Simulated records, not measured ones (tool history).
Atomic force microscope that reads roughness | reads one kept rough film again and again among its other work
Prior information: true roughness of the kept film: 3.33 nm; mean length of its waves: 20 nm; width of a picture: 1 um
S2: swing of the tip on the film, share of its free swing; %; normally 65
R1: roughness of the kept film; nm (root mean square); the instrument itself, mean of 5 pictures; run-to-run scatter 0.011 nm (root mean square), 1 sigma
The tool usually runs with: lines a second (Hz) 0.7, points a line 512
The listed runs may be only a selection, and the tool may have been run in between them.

Run 1, hour 0: usual settings. Result: R1 2.425 nm (root mean square).
Run 2, hour 16.5: usual settings. Result: R1 2.411 nm (root mean square).
Run 3, hour 27.3: usual settings but points a line 678. Result: R1 2.446 nm (root mean square).
Run 4, hour 37.6: usual settings but S2 63 %. Result: R1 2.448 nm (root mean square).
Run 5, hour 46.8: usual settings but lines a second (Hz) 1.567, S2 63 %. Result: R1 2.378 nm (root mean square).
Run 6, hour 54.9: usual settings but lines a second (Hz) 1.567, S2 63 %. Result: R1 2.372 nm (root mean square).
Run 7, hour 64.3: usual settings but lines a second (Hz) 1.567, S2 63 %. Result: R1 2.385 nm (root mean square).

Predict the results of run 8:
Run 8, hour 71.6: usual settings but lines a second (Hz) 0.518, S2 73 %, points a line 717. Result: R1 ?.

{"run 8": {"R1": 2.438}}
Had the tool carried no hidden state, the very same run would have given R1 2.439 nm (root mean square).

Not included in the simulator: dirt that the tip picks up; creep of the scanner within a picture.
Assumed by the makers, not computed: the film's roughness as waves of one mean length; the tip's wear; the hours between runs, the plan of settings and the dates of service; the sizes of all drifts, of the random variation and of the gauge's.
